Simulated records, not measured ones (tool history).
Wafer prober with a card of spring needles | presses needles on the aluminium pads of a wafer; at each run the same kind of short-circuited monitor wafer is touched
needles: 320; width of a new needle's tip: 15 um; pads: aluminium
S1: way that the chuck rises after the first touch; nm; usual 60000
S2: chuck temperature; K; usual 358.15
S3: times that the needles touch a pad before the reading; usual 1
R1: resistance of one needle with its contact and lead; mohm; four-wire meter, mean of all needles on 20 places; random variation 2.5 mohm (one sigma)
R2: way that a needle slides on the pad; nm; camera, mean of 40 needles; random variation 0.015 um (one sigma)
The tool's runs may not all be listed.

| run | hour | S1 | S2 | S3 | R1 | R2 |
|---|---|---|---|---|---|---|
| 1 | 0.0 | 60000 | 358.15 | 1 | 296 | 15450 |
|  | 5.0 | height of the first contact set anew |
|  | 7.5 | tips cleaned on abrasive film |
|  | 18.2 | tips cleaned on abrasive film |
|  | 28.7 | tips cleaned on abrasive film |
| 2 | 28.7 | 41000 | 358.15 | 1 | 294 | 10460 |
|  | 40.6 | tips cleaned on abrasive film |
|  | 51.3 | tips cleaned on abrasive film |
| 3 | 57.1 | 41000 | 358.15 | 1 | 315 | 10400 |
|  | 61.2 | tips cleaned on abrasive film |
|  | 71.1 | tips cleaned on abrasive film |
|  | 82.6 | tips cleaned on abrasive film |
|  | 91.4 | height of the first contact set anew |
|  | 93.1 | tips cleaned on abrasive film |
| 4 | 93.1 | 60000 | 358.15 | 3 | 284 | 15580 |
|  | 103.1 | tips cleaned on abrasive film |
| 5 | 110.1 | 60000 | 358.15 | 3 | 289 | 15540 |
|  | 113.7 | tips cleaned on abrasive film |
|  | 125.2 | tips cleaned on abrasive film |
|  | 135.7 | tips cleaned on abrasive film |
| 6 | 142.7 | 44000 | 358.15 | 1 | 320 | 11350 |
|  | 147.2 | tips cleaned on abrasive film |
|  | 153.8 | height of the first contact set anew, once more |
|  | 157.6 | tips cleaned on abrasive film |
|  | 168.8 | tips cleaned on abrasive film |
| 7 | 178.0 | 47000 | 364.15 | 2 | 303 | 12160 |
|  | 180.4 | tips cleaned on abrasive film |
|  | 192.3 | tips cleaned on abrasive film |
| 8 | 194.6 | 47000 | 310.15 | 2 | 283 | 12110 |
|  | 201.8 | tips cleaned on abrasive film |
|  | 212.2 | tips cleaned on abrasive film |
| 9 | 216.7 | 42000 | 369.15 | 2 | 312 | 10800 |
|  | 223.6 | tips cleaned on abrasive film |
|  | 235.2 | tips cleaned on abrasive film |
| 10 | 235.9 | 70000 | 358.15 | 1 | 287 | 18010 |
|  | 239.6 | height of the first contact set anew |
|  | 245.8 | tips cleaned on abrasive film |
|  | 256.8 | tips cleaned on abrasive film |
| 11 | 260.5 | 70000 | 358.15 | 1 | 292 | 18160 |

Some steps in R1 between neighbouring runs. How much of each would the tool show without its hidden state too (settings, what came in, random variation), and how much is left for the hidden state, with any gauge scatter that isn't in both results?
The hidden state here: debris on the tips, nm; way that the needles fall short of the set height, um; tips' diameter, um; drift of the gauge itself on contact_mohm, %; drift of the gauge itself on scrub_um, %.
Run 3 -> 4: S1 41000 -> 60000, S3 1 -> 3, tips cleaned on abrasive film, tips cleaned on abrasive film, tips cleaned on abrasive film, height of the first contact set anew, tips cleaned on abrasive film. R1 -31 mohm: hidden state -28, all else -3.

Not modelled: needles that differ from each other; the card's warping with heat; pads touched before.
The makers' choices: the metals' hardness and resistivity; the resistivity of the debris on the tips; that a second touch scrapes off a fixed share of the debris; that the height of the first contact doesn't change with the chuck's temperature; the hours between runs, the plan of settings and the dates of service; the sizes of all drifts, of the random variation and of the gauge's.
